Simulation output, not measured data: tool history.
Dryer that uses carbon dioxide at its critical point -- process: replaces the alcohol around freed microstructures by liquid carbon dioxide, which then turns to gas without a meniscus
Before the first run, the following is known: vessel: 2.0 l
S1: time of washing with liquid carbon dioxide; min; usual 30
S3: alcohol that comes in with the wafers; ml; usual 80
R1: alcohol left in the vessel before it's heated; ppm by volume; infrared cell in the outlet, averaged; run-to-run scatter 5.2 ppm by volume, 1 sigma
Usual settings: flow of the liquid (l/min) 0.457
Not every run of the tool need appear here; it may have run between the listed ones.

{"run": 1, "hour": 0.0, "S1": 30, "flow of the liquid (l/min)": 0.457, "S3": 80, "R1": 176}
{"run": 2, "hour": 15.3, "S1": 30, "flow of the liquid (l/min)": 0.373, "S3": 80, "R1": 447}
{"run": 3, "hour": 30.2, "S1": 30, "flow of the liquid (l/min)": 0.457, "S3": 80, "R1": 175}
{"run": 4, "hour": 47.4, "S1": 30, "flow of the liquid (l/min)": 0.457, "S3": 80, "R1": 180}
{"run": 5, "hour": 66.1, "S1": 30, "flow of the liquid (l/min)": 0.457, "S3": 80, "R1": 180}
{"run": 6, "hour": 86.4, "S1": 30, "flow of the liquid (l/min)": 0.457, "S3": 80, "R1": 184}
{"run": 7, "hour": 99.2, "S1": 30, "flow of the liquid (l/min)": 0.457, "S3": 80, "R1": 190}
{"run": 8, "hour": 120.1, "S1": 33, "flow of the liquid (l/min)": 0.457, "S3": 80, "R1": 125}
{"run": 9, "hour": 138.1, "S1": 33, "flow of the liquid (l/min)": 0.676, "S3": 80, "R1": 31}
{"run": 10, "hour": 150.5, "S1": 19, "flow of the liquid (l/min)": 0.457, "S3": 57, "R1": 934}
{"run": 11, "hour": 164.1, "S1": 24, "flow of the liquid (l/min)": 0.298, "S3": 61, "R1": 1768}
{"run": 12, "hour": 173.2, "S1": 41, "flow of the liquid (l/min)": 0.467, "S3": 114, "R1": 46}
{"run": 13, "hour": 185.8, "S1": 22, "flow of the liquid (l/min)": 0.457, "S3": 80, "R1": 767}
{"run": 14, "hour": 205.4, "S1": 39, "flow of the liquid (l/min)": 0.457, "S3": 21, "R1": 39}
{"run": 15, "hour": 220.6, "S1": 29, "flow of the liquid (l/min)": 0.528, "S3": 80, "R1": 72}
{"run": 16, "hour": 235.8, "S1": 29, "flow of the liquid (l/min)": 0.528, "S3": 80, "R1": 77}
{"run": 17, "hour": 252.7, "S1": 29, "flow of the liquid (l/min)": 0.528, "S3": 80, "R1": 70}
{"run": 18, "hour": 267.5, "S1": 30, "flow of the liquid (l/min)": 0.525, "S3": 33, "R1": 38}

Taken out of this log: 1 entry between the listed runs. Where each belongs, and how the hidden state differs across it:
Logged between run 14 and run 15: inlet filter changed (hour 218.9)
  flow that reaches the vessel past the clogged filter, %: 89.3 -> 99.7; alcohol in the recycled carbon dioxide, ppm: 25.1 -> 25.4
  measured value less the no-hidden-state value, R1: +25 -> +21 ppm by volume
